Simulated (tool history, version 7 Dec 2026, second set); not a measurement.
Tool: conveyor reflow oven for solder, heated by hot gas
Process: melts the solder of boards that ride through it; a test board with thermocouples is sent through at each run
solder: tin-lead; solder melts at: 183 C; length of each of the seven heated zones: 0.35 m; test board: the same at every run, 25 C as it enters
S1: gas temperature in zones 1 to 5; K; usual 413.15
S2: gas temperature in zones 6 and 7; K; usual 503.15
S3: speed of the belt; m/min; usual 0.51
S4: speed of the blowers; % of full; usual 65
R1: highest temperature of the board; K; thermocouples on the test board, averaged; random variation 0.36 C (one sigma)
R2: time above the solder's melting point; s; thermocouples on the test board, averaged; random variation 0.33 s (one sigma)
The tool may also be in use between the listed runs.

run   hour      S1      S2     S3  S4      R1    R2
  1      0  413.15  503.15   0.51  65  480.85  53.3
  2   34.2  413.15  503.15   0.51  65  481.15  53.7
      60.6  -- flux residue cleaned out of gas plates and filters
  3   71.4  413.15  503.15   0.51  65  481.85  55.2
  4     95  413.15  503.15   0.51  77  486.35  59.3
  5  111.6  413.15  513.15   0.51  65  490.55  62.8
  6    147  413.15  513.15   0.51  65  490.55  62.9
  7  181.4  413.15  508.15   0.51  65  485.95  58.3
  8  200.8  413.15  508.15   0.51  65  486.35  58.9
  9  218.5  413.15  508.15   0.51  65  485.55  58.6
 10  243.9  413.15  508.15   0.51  65  485.85  58.6
 11  279.6  413.15  503.15   0.51  65  481.35  53.9
 12  303.4  411.15  503.15  0.536  68  481.45  49.3
 13  329.2  400.15  515.15   0.51  65  488.05    56
 14  346.4  400.15  515.15   0.51  65  488.75  55.8
 15  369.6  400.15  515.15   0.51  65  489.25  56.6
 16  394.7  411.15  494.15   0.51  65  473.35  42.5
 17  424.5  411.15  494.15   0.51  74  476.25  47.3
     439.3  -- flux residue cleaned out of gas plates and filters
 18  449.1  411.15  494.15   0.51  82  477.95  52.6
 19  475.5  413.15  503.15   0.45  65  485.75  67.5
 20  493.4  414.15  492.15  0.439  53  473.25  51.7
 21  524.7  413.15  515.15   0.51  65  492.05  63.9
 22    549  413.15  503.15   0.51  54  476.75  47.7

3 ways to go on from here, each from the tool as it stands after run 22. What would each give?
  A  565.9  413.15  507.15   0.51  65   ?   ?
  B  565.9  413.15  503.15  0.506  85   ?   ?
  C  565.9  413.15  503.15   0.51  54   ?   ?

run      R1    R2
  A  484.75  57.9
  B  487.05  62.1
  C  477.25  47.7
Without the tool's hidden state the same runs would have given:
run      R1    R2
  A  487.35  59.1
  B  490.05  63.1
  C  479.55  49.5
